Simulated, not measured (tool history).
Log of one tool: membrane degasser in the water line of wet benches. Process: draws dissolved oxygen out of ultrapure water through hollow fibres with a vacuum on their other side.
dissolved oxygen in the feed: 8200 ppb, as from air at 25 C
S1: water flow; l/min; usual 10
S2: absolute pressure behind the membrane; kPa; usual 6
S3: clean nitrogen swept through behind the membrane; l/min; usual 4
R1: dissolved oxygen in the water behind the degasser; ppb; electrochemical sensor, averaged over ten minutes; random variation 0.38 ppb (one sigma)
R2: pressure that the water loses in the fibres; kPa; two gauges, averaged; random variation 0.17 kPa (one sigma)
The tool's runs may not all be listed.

run,hour,S1,S2,S3,R1,R2
1,0,10,6,4,25.6,28.28
2,44,10,6,4,25.2,27.97
3,75.2,10,6,4,25.2,28.06
4,115.8,10,6,2.65,34.6,27.91
5,152.6,10,6,2.65,34.9,28.05
6,179.1,10,10.1,2.65,73.4,28.01
7,202.1,10,10.1,2.65,74.4,28.19
8,229.9,10,10.1,2.65,73.7,27.9
9,259,10,10.1,3.1,62.8,28
10,280.5,10,10.1,3.1,62.9,27.88
11,320,10,6,6.58,18,27.83
12,356.4,10,6,4,25.2,27.93
13,382.6,11,6,4,30.8,30.86
14,427.1,11,6,4,31.2,30.75
15,458.1,10,6,4,25.9,27.64
16,479.5,7,6,4,15.1,19.34
17,523.5,7,10.22,7.7,18.5,19.46
18,548.9,10,14.96,9.27,38.3,27.93
19,582.9,10,12.91,9.27,33.6,28.07
# hour 585.9: vacuum gauge calibrated
20,603.7,8,11.21,2.76,62.4,22.46
21,635.9,10,13.05,8.4,37.4,27.94
22,656.4,10,13.05,8.4,37.5,28.05
23,675.4,9,6,4,22.1,25.18
24,696.7,14,7.38,2.63,82.2,39.2
# hour 707: vacuum gauge calibrated, once more
25,727.7,8,11.87,5.86,32.3,22.38
26,750.8,8,11.87,5.86,31.9,22.61
27,772.8,7,11.87,7.94,20.7,19.54
28,812.9,7,11.87,7.94,20.4,19.95
29,832.1,9,6.98,7.94,14.6,25.45
30,871.7,12,4.36,5.87,20.2,33.9
31,899.9,12,4.36,5.87,19.6,33.75
32,924.5,12,4.36,5.87,20.2,33.66

Forecast each of these 3 alternatives for the next run:
A,951.1,7,7.67,4.99,?,?
B,951.1,10,4.82,4,?,?
C,951.1,10,6,6.16,?,?

run,R1,R2
A,16.5,19.75
B,16.7,28.22
C,18.4,28.12
Without the tool's hidden state the same runs would have given:
run,R1,R2
A,16.2,19.54
B,16.2,27.92
C,17.8,27.82

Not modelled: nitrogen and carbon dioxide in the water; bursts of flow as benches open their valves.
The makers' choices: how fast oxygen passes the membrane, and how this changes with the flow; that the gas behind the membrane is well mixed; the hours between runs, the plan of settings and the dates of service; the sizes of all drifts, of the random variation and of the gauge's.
